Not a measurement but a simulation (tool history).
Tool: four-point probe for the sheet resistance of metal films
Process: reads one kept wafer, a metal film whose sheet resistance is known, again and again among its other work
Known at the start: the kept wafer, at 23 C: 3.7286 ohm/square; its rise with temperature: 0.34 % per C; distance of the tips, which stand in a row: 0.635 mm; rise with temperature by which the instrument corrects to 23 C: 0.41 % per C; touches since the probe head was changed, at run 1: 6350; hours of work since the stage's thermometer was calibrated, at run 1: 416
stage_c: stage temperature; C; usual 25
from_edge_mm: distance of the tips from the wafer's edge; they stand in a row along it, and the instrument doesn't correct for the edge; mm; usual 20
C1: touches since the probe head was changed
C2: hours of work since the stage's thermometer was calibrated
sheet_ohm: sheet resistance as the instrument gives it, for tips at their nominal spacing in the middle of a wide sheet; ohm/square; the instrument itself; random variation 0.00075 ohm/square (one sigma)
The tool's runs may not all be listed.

Run 1, hour 0.0: usual settings; C1 6350; C2 416. Result: sheet_ohm 3.749448 ohm/square.
Run 2, hour 20.9: usual settings; C1 7046; C2 430. Result: sheet_ohm 3.749119 ohm/square.
Run 3, hour 37.0: usual settings; C1 7583; C2 440. Result: sheet_ohm 3.750549 ohm/square.
Run 4, hour 50.8: usual settings but stage_c 22 C; C1 8040; C2 449. Result: sheet_ohm 3.759180 ohm/square.
Run 5, hour 75.0: usual settings but stage_c 22 C; C1 8847; C2 465. Result: sheet_ohm 3.757721 ohm/square.
Run 6, hour 95.5: usual settings but stage_c 22 C; C1 9530; C2 478. Result: sheet_ohm 3.758851 ohm/square.
Run 7, hour 110.2: usual settings but from_edge_mm 3 mm; C1 10020; C2 488. Result: sheet_ohm 3.836511 ohm/square.
Run 8, hour 129.0: usual settings but from_edge_mm 3 mm; C1 10646; C2 500. Result: sheet_ohm 3.837189 ohm/square.
Run 9, hour 143.1: usual settings but from_edge_mm 3 mm; C1 11113; C2 509. Result: sheet_ohm 3.837500 ohm/square.
Run 10, hour 165.9: usual settings but from_edge_mm 3 mm; C1 11873; C2 524. Result: sheet_ohm 3.836158 ohm/square.
Run 11, hour 187.2: usual settings but from_edge_mm 3 mm; C1 12584; C2 538. Result: sheet_ohm 3.835854 ohm/square.
Run 12, hour 210.3: usual settings but from_edge_mm 3 mm; C1 13350; C2 553. Result: sheet_ohm 3.837069 ohm/square.
At hour 212.9: stage's thermometer calibrated.
Run 13, hour 237.7: usual settings; C1 14247; C2 16. Result: sheet_ohm 3.750963 ohm/square.
Run 14, hour 256.1: usual settings; C1 14860; C2 28. Result: sheet_ohm 3.751762 ohm/square.
At hour 272.6: stage's thermometer calibrated, once more.
Run 15, hour 273.9: usual settings; C1 15435; C2 1. Result: sheet_ohm 3.752404 ohm/square.
Run 16, hour 293.8: usual settings; C1 16096; C2 14. Result: sheet_ohm 3.751833 ohm/square.
Run 17, hour 305.0: usual settings but stage_c 18 C; C1 16471; C2 21. Result: sheet_ohm 3.771062 ohm/square.
Run 18, hour 324.9: usual settings but stage_c 18 C; C1 17134; C2 34. Result: sheet_ohm 3.770562 ohm/square.
Run 19, hour 341.3: usual settings; C1 17678; C2 45. Result: sheet_ohm 3.750975 ohm/square.
Run 20, hour 366.5: usual settings but from_edge_mm 5 mm; C1 18518; C2 61. Result: sheet_ohm 3.781922 ohm/square.
Run 21, hour 384.8: usual settings but stage_c 27 C, from_edge_mm 36 mm; C1 19127; C2 73. Result: sheet_ohm 3.746326 ohm/square.
Run 22, hour 408.5: usual settings but stage_c 27 C, from_edge_mm 4 mm; C1 19917; C2 89. Result: sheet_ohm 3.795364 ohm/square.
Run 23, hour 425.6: usual settings but stage_c 33 C, from_edge_mm 14 mm; C1 20485; C2 100. Result: sheet_ohm 3.734568 ohm/square.
Run 24, hour 450.9: usual settings but stage_c 23 C, from_edge_mm 11 mm; C1 21328; C2 116. Result: sheet_ohm 3.762019 ohm/square.
Run 25, hour 475.1: usual settings but stage_c 35 C, from_edge_mm 49 mm; C1 22133; C2 132. Result: sheet_ohm 3.726224 ohm/square.
Run 26, hour 502.9: usual settings but stage_c 26 C, from_edge_mm 74 mm; C1 23058; C2 150. Result: sheet_ohm 3.748521 ohm/square.
Run 27, hour 520.3: usual settings but stage_c 23 C, from_edge_mm 6 mm; C1 23637; C2 162. Result: sheet_ohm 3.780188 ohm/square.
Run 28, hour 537.1: usual settings but stage_c 23 C, from_edge_mm 6 mm; C1 24199; C2 173. Result: sheet_ohm 3.779217 ohm/square.
Run 29, hour 563.4: usual settings but stage_c 23 C, from_edge_mm 6 mm; C1 25074; C2 190. Result: sheet_ohm 3.779078 ohm/square.
Run 30, hour 578.9: usual settings but stage_c 20 C, from_edge_mm 6 mm; C1 25588; C2 200. Result: sheet_ohm 3.787843 ohm/square.
Run 31, hour 592.5: usual settings but stage_c 31 C, from_edge_mm 10 mm; C1 26041; C2 209. Result: sheet_ohm 3.745055 ohm/square.
Run 32, hour 610.4: usual settings but from_edge_mm 34 mm; C1 26636; C2 221. Result: sheet_ohm 3.752624 ohm/square.
Run 33, hour 630.0: usual settings but stage_c 20 C; C1 27291; C2 233. Result: sheet_ohm 3.767631 ohm/square.
Run 34, hour 656.1: usual settings but stage_c 28 C, from_edge_mm 28 mm; C1 28159; C2 250. Result: sheet_ohm 3.744825 ohm/square.
Run 35, hour 681.6: usual settings but stage_c 28 C, from_edge_mm 28 mm; C1 29009; C2 267. Result: sheet_ohm 3.744441 ohm/square.
Run 36, hour 702.5: usual settings but stage_c 28 C, from_edge_mm 12 mm; C1 29703; C2 281. Result: sheet_ohm 3.750793 ohm/square.
Run 37, hour 718.6: usual settings but stage_c 22 C, from_edge_mm 4 mm; C1 30239; C2 291. Result: sheet_ohm 3.810123 ohm/square.
Run 38, hour 736.3: usual settings but stage_c 27 C, from_edge_mm 22 mm; C1 30829; C2 303. Result: sheet_ohm 3.749062 ohm/square.
Run 39, hour 752.8: usual settings but stage_c 32 C, from_edge_mm 29 mm; C1 31377; C2 314. Result: sheet_ohm 3.735828 ohm/square.

Measured less the same run without the tool's hidden state. The same run-to-run variation is in both; the gauge's scatter may not be:
The hidden state here: inner tips' distance over the nominal, %; tips' flats over new ones', %; wafer's true temperature over the reading, C; drift of the gauge itself on sheet_ohm, %.
run  sheet_ohm
  1  +0.024283
  2  +0.024386
  3  +0.024491
  4  +0.024614
  5  +0.024736
  6  +0.024869
  7  +0.025419
  8  +0.025517
  9  +0.025603
 10  +0.025718
 11  +0.025849
 12  +0.025990
 13  +0.025198
 14  +0.025319
 15  +0.026640
 16  +0.026742
 17  +0.026918
 18  +0.027057
 19  +0.027037
 20  +0.027392
 21  +0.027260
 22  +0.027728
 23  +0.027433
 24  +0.027750
 25  +0.027690
 26  +0.027972
 27  +0.028274
 28  +0.028374
 29  +0.028517
 30  +0.028648
 31  +0.028466
 32  +0.028596
 33  +0.028794
 34  +0.028800
 35  +0.028941
 36  +0.029113
 37  +0.029594
 38  +0.029287
 39  +0.029309

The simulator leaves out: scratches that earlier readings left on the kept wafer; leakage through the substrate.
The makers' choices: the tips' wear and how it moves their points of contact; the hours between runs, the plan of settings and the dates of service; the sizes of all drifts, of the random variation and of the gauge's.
